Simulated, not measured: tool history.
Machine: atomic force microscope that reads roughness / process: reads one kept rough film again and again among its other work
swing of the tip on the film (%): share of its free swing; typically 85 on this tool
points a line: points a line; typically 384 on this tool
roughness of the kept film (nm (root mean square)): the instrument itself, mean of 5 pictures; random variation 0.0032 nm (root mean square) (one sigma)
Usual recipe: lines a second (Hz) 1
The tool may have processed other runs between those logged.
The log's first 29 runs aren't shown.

run     day  lines a second (Hz)  swing of the tip on the film (%)  points a line  pictures with this tip  hours of work since the height scale was calibrated  roughness of the kept film (nm (root mean square))
 30  45.946                    1                                85            408                     102                                                 1346                                               1.292
 31   47.45                 0.56                                60            280                     156                                                 1371                                               1.414
 32  48.983                 0.68                                85            384                     210                                                 1395                                               1.323
 33  50.542                 0.68                                85            384                     265                                                 1420                                               1.317
 34  52.433                 0.68                                85            384                     333                                                 1451                                               1.308
     53.888  -- new tip fitted
 35  54.054                 0.68                                86            384                       6                                                 1477                                               1.332
 36  55.625                 0.68                                56            921                      62                                                 1502                                               1.432
 37  57.225                 1.07                                85            269                     118                                                 1528                                               1.273
 38  58.996                 1.07                                85            269                     181                                                 1556                                               1.268
 39  60.221                 1.27                                85            384                     225                                                 1576                                               1.234
 40  62.292                    1                                86            379                     299                                                 1609                                               1.263
 41  64.017                    1                                77            984                     360                                                 1637                                                1.31
     64.725  -- new tip fitted
 42  65.162                    1                                77            984                      16                                                 1655                                               1.349
 43  67.133                    1                                77            984                      86                                                 1687                                               1.342
 44  68.925                    1                                77            984                     149                                                 1716                                                1.33
 45  70.067                    1                                77            984                     190                                                 1734                                               1.329
 46  71.229                 0.53                                83            289                     231                                                 1753                                               1.346
 47  72.129                 3.87                                68            405                     263                                                 1767                                               1.193
 48  73.325                 1.34                                85            333                     306                                                 1787                                               1.223
 49  74.533                    3                                84            425                     349                                                 1806                                               1.051
     75.562  -- new tip fitted
 50  76.033                    3                                63            859                      16                                                 1830                                                1.31
 51  77.662                 1.07                                65            384                      74                                                 1856                                               1.383
 52  78.858                 0.96                                65            906                     117                                                 1875                                               1.384

Below are 5 alternative next runs, each starting from the tool's condition after run 52. Predict each:
  A  80.5                 0.96                                65            717                     175                                                 1902                                                   ?
  B  80.5                    1                                61            509                     175                                                 1902                                                   ?
  C  80.5                 2.84                                77            385                     175                                                 1902                                                   ?
  D  80.5                    1                                65            384                     175                                                 1902                                                   ?
  E  80.5                 0.96                                65            309                     175                                                 1902                                                   ?

run  roughness of the kept film (nm (root mean square))
  A                                               1.378
  B                                               1.393
  C                                               1.165
  D                                               1.372
  E                                               1.372
Stripped of hidden state, with their random variation kept, the same runs would have yielded:
run  roughness of the kept film (nm (root mean square))
  A                                               1.412
  B                                               1.428
  C                                               1.194
  D                                               1.406
  E                                               1.406
